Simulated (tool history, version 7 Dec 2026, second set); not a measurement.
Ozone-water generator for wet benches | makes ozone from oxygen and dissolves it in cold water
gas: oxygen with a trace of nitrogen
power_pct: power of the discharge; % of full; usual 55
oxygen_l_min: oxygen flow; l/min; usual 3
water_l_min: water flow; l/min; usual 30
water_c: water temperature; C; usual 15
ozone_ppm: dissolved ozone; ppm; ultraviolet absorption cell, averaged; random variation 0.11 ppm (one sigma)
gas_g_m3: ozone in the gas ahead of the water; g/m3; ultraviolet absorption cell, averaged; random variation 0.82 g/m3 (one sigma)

Run 1, hour 0: usual settings. Result: ozone_ppm 6.5 ppm, gas_g_m3 125.1 g/m3.
Run 2, hour 91.4: usual settings but water_c 8 C. Result: ozone_ppm 6.6 ppm, gas_g_m3 125.4 g/m3.
Run 3, hour 197.9: usual settings but water_c 8 C. Result: ozone_ppm 6.8 ppm, gas_g_m3 124.1 g/m3.
Run 4, hour 288.4: usual settings but power_pct 44 % of full, water_c 8 C. Result: ozone_ppm 5.9 ppm, gas_g_m3 110.1 g/m3.
Run 5, hour 347.4: usual settings. Result: ozone_ppm 6.5 ppm, gas_g_m3 124.3 g/m3.
Run 6, hour 490.4: usual settings but water_c 9 C. Result: ozone_ppm 6.7 ppm, gas_g_m3 123 g/m3.
Run 7, hour 580.8: usual settings. Result: ozone_ppm 6.5 ppm, gas_g_m3 122.9 g/m3.
Run 8, hour 708.9: usual settings. Result: ozone_ppm 6.4 ppm, gas_g_m3 123.6 g/m3.
Run 9, hour 782.7: usual settings but oxygen_l_min 5.17 l/min. Result: ozone_ppm 8.1 ppm, gas_g_m3 105.1 g/m3.
Run 10, hour 863.4: usual settings but oxygen_l_min 5.17 l/min. Result: ozone_ppm 8.1 ppm, gas_g_m3 105.2 g/m3.
Run 11, hour 997.4: usual settings but power_pct 53 % of full, oxygen_l_min 5.17 l/min. Result: ozone_ppm 7.8 ppm, gas_g_m3 102.1 g/m3.
Run 12, hour 1123.4: usual settings but power_pct 53 % of full, oxygen_l_min 5.17 l/min. Result: ozone_ppm 7.9 ppm, gas_g_m3 102.9 g/m3.
Run 13, hour 1252.7: usual settings but power_pct 53 % of full, oxygen_l_min 5.17 l/min. Result: ozone_ppm 7.8 ppm, gas_g_m3 103.3 g/m3.
At hour 1261.6: water thermometer calibrated.
Run 14, hour 1357.2: usual settings but power_pct 53 % of full, oxygen_l_min 5.17 l/min. Result: ozone_ppm 7.5 ppm, gas_g_m3 101.6 g/m3.
Run 15, hour 1443.9: usual settings but power_pct 80 % of full, oxygen_l_min 4.11 l/min, water_l_min 18 l/min, water_c 13 C. Result: ozone_ppm 15.3 ppm, gas_g_m3 139.1 g/m3.
Run 16, hour 1575.8: usual settings but power_pct 74 % of full, water_c 12 C. Result: ozone_ppm 7.5 ppm, gas_g_m3 145.4 g/m3.
Run 17, hour 1695.8: usual settings but power_pct 74 % of full, water_c 12 C. Result: ozone_ppm 7.4 ppm, gas_g_m3 142.3 g/m3.
Run 18, hour 1789.6: usual settings but power_pct 74 % of full, water_c 12 C. Result: ozone_ppm 7.5 ppm, gas_g_m3 144.3 g/m3.
At hour 1817.7: water thermometer calibrated, once more.
Run 19, hour 1928.3: usual settings but power_pct 66 % of full. Result: ozone_ppm 7 ppm, gas_g_m3 136.2 g/m3.
Run 20, hour 2071.9: usual settings but power_pct 99 % of full, water_l_min 23 l/min. Result: ozone_ppm 11.6 ppm, gas_g_m3 169 g/m3.
Run 21, hour 2147.9: usual settings but power_pct 99 % of full, water_l_min 23 l/min. Result: ozone_ppm 11.4 ppm, gas_g_m3 166.7 g/m3.
Run 22, hour 2222.3: usual settings but power_pct 99 % of full, water_l_min 23 l/min. Result: ozone_ppm 11.5 ppm, gas_g_m3 167.4 g/m3.
Run 23, hour 2286.3: usual settings but oxygen_l_min 2.13 l/min, water_l_min 36 l/min. Result: ozone_ppm 4.2 ppm, gas_g_m3 136.2 g/m3.
Run 24, hour 2358.8: usual settings but oxygen_l_min 2.13 l/min, water_l_min 36 l/min. Result: ozone_ppm 4.2 ppm, gas_g_m3 136.1 g/m3.
Run 25, hour 2438.2: usual settings but power_pct 81 % of full, oxygen_l_min 3.98 l/min, water_l_min 28 l/min, water_c 21 C. Result: ozone_ppm 8.8 ppm, gas_g_m3 139.3 g/m3.
Run 26, hour 2544.1: usual settings but power_pct 52 % of full. Result: ozone_ppm 5.8 ppm, gas_g_m3 117 g/m3.
Run 27, hour 2632.4: usual settings but power_pct 41 % of full, oxygen_l_min 4.5 l/min, water_l_min 24 l/min, water_c 17 C. Result: ozone_ppm 7.8 ppm, gas_g_m3 91.6 g/m3.
Run 28, hour 2703.7: usual settings but power_pct 92 % of full, oxygen_l_min 3.89 l/min, water_l_min 24 l/min. Result: ozone_ppm 11.5 ppm, gas_g_m3 150 g/m3.

4 ways to go on from here, each from the tool as it stands after run 28. What would each give?
Run A, hour 2797.3: usual settings but power_pct 92 % of full, oxygen_l_min 4.4 l/min, water_l_min 24 l/min. Result: ozone_ppm ?, gas_g_m3 ?.
Run B, hour 2797.3: usual settings but power_pct 92 % of full, oxygen_l_min 3.89 l/min, water_l_min 24 l/min, water_c 17 C. Result: ozone_ppm ?, gas_g_m3 ?.
Run C, hour 2797.3: usual settings but oxygen_l_min 3.42 l/min, water_l_min 43 l/min. Result: ozone_ppm ?, gas_g_m3 ?.
Run D, hour 2797.3: usual settings but water_l_min 38 l/min, water_c 10 C. Result: ozone_ppm ?, gas_g_m3 ?.

run  ozone_ppm  gas_g_m3
  A       12.2     141.9
  B       11.4     149.1
  C        4.2     116.4
  D        4.6     121.7
Without the tool's hidden state the same runs would have given:
run  ozone_ppm  gas_g_m3
  A         15     157.3
  B         14     165.1
  C        5.2     125.7
  D        5.7     131.4

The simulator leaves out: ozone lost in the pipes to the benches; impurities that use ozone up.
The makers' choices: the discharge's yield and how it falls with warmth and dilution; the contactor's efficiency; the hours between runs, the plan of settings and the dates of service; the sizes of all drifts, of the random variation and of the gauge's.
